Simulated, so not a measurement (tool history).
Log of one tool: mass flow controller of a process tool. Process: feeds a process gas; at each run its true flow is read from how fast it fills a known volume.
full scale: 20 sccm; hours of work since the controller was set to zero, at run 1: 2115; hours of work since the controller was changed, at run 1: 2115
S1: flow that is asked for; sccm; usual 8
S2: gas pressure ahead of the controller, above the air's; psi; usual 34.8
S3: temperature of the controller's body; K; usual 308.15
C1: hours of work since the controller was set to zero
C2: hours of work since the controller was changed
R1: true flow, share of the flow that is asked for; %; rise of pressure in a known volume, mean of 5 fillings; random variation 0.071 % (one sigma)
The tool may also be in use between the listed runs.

| run | hour | S1 | S2 | S3 | C1 | C2 | R1 |
|---|---|---|---|---|---|---|---|
| 1 | 0 | 8 | 34.8 | 308.15 | 2115 | 2115 | 99.47 |
| 2 | 249.4 | 8 | 34.8 | 308.15 | 2253 | 2253 | 99.44 |
| 3 | 755.2 | 8 | 34.8 | 308.15 | 2531 | 2531 | 99.47 |
| 4 | 1202.7 | 8 | 23.6 | 308.15 | 2778 | 2778 | 99.03 |
| 5 | 1674 | 8 | 23.6 | 308.15 | 3038 | 3038 | 99.03 |
| 6 | 2082.8 | 8 | 20.5 | 308.15 | 3263 | 3263 | 98.86 |
| 7 | 2476.1 | 8 | 20.5 | 308.15 | 3480 | 3480 | 98.84 |
| 8 | 3024.6 | 3 | 34.8 | 308.15 | 3782 | 3782 | 99.43 |
| 9 | 3493 | 3 | 34.8 | 307.15 | 4040 | 4040 | 99.32 |
| 10 | 3756.5 | 8 | 34.8 | 305.15 | 4185 | 4185 | 99.64 |
| 11 | 4057.4 | 8 | 34.8 | 305.15 | 4351 | 4351 | 99.55 |
| 12 | 4573.7 | 2 | 20.7 | 307.15 | 4636 | 4636 | 98.78 |
| 13 | 5156.9 | 2 | 20.7 | 307.15 | 4957 | 4957 | 98.75 |
| 14 | 5610.3 | 2 | 20.7 | 307.15 | 5207 | 5207 | 98.86 |
| 15 | 5904.8 | 17 | 36.4 | 308.15 | 5369 | 5369 | 99.72 |
| 16 | 6461.2 | 5 | 22.2 | 311.15 | 5676 | 5676 | 98.74 |
| 17 | 6849.7 | 5 | 22.5 | 311.15 | 5890 | 5890 | 98.65 |
| 18 | 7280.2 | 5 | 29.3 | 311.15 | 6127 | 6127 | 99.2 |
| 19 | 7524.1 | 5 | 29.3 | 311.15 | 6262 | 6262 | 99.06 |
|  | 7755.9 | controller's zero set anew |
| 20 | 8020 | 8 | 30.5 | 306.15 | 146 | 6535 | 99.37 |

Forecast each of these 4 alternatives for the next run:
| A | 8575.3 | 4 | 30 | 307.15 | 452 | 6841 | ? |
| B | 8575.3 | 4 | 39.2 | 306.15 | 452 | 6841 | ? |
| C | 8575.3 | 11 | 40.2 | 302.15 | 452 | 6841 | ? |
| D | 8575.3 | 4 | 34.8 | 308.15 | 452 | 6841 | ? |

| run | R1 |
|---|---|
| A | 99.22 |
| B | 99.72 |
| C | 99.99 |
| D | 99.37 |
Without the tool's hidden state the same runs would have given:
| run | R1 |
|---|---|
| A | 99.26 |
| B | 99.76 |
| C | 100.03 |
| D | 99.4 |

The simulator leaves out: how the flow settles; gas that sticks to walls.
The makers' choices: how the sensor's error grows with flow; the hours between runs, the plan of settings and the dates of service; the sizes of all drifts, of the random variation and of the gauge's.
